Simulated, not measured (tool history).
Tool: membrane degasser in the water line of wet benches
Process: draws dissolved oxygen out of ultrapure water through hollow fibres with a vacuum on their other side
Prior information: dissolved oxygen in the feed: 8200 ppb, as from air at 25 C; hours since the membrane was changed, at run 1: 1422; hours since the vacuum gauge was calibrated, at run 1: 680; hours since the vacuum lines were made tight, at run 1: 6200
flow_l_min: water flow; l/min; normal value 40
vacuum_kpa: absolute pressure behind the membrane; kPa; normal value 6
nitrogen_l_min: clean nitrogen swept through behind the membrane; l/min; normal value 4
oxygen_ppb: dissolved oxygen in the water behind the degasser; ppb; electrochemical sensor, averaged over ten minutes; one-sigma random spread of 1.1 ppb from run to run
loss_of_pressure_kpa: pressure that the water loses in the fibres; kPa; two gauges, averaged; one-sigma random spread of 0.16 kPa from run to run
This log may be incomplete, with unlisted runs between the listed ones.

run	hour	flow_l_min	vacuum_kpa	nitrogen_l_min	hours since the membrane was changed	hours since the vacuum gauge was calibrated	hours since the vacuum lines were made tight	oxygen_ppb	loss_of_pressure_kpa
1	0	40	6	4	1422	680	6200	108.1	35.76
2	25.7	40	6	4	1447	706	6226	108.4	35.6
3	59.4	40	6	4	1481	740	6259	110	35.51
4	90.4	40	6	2.21	1512	771	6290	155.8	35.68
5	115.3	40	6	2.21	1537	795	6315	156.9	35.33
6	138.1	40	11.82	4	1560	818	6338	242.9	35.71
7	169.7	40	11.82	4	1591	850	6370	240.9	35.41
8	204.5	40	11.82	1.95	1626	885	6404	416.4	35.51
9	247.2	40	11.82	1.95	1669	927	6447	415.8	35.7
10	268.6	40	11.82	1.95	1690	949	6469	419.9	35.76
11	298.6	40	3.9	1.95	1720	979	6499	78.1	35.27
12	339.6	40	3.9	1.95	1761	1020	6540	77.9	35.8
13	371.2	40	6	4	1793	1051	6571	109.7	35.5
14	392.1	40	6	7.24	1814	1072	6592	81	35.55
15	437.7	40	6	7.24	1859	1118	6638	80.8	35.57
16	460.9	40	6	7.24	1882	1141	6661	79.7	35.83
17	488.4	40	4.57	4.22	1910	1169	6688	74.8	35.57
18	532.2	57	3.96	2.07	1954	1212	6732	218	50.46
19	554.2	57	3.96	2.07	1976	1234	6754	218.3	50.87
20	590.2	40	6	3.39	2012	1270	6790	121.2	35.54
21	609.1	53	6	1.85	2031	1289	6809	299.9	47.56
22	654.7	53	6	1.85	2076	1335	6855	310.2	47.32
23	689.7	48	9.4	4	2111	1370	6890	265.6	43.02
24	724.4	46	11.91	4	2146	1405	6924	307.6	41.1
25	767.5	57	6	3.71	2189	1448	6967	267.6	50.58

Subtracting, for every run, the result it would have given without the tool's unlogged condition from the measured result gives the following. The same run-to-run variation enters both numbers; the gauge's scatter may not:
The hidden state here: membrane still open, %; true pressure behind the membrane over the reading, kPa; air that leaks in behind the membrane, l/min; drift of the gauge itself on oxygen_ppb, %; drift of the gauge itself on loss_of_pressure_kpa, %.
run	oxygen_ppb	loss_of_pressure_kpa
1	+3.8	+0.32
2	+3.8	+0.32
3	+4	+0.33
4	+5.3	+0.33
5	+5.4	+0.34
6	+4.7	+0.35
7	+4.7	+0.36
8	+6.6	+0.36
9	+6.7	+0.36
10	+6.9	+0.37
11	+6.6	+0.38
12	+6.7	+0.39
13	+4.9	+0.4
14	+3.9	+0.4
15	+4	+0.41
16	+4.1	+0.42
17	+5.1	+0.42
18	+14	+0.62
19	+14.2	+0.62
20	+6.1	+0.45
21	+13.4	+0.59
22	+14.1	+0.6
23	+9	+0.55
24	+8.5	+0.54
25	+13	+0.68

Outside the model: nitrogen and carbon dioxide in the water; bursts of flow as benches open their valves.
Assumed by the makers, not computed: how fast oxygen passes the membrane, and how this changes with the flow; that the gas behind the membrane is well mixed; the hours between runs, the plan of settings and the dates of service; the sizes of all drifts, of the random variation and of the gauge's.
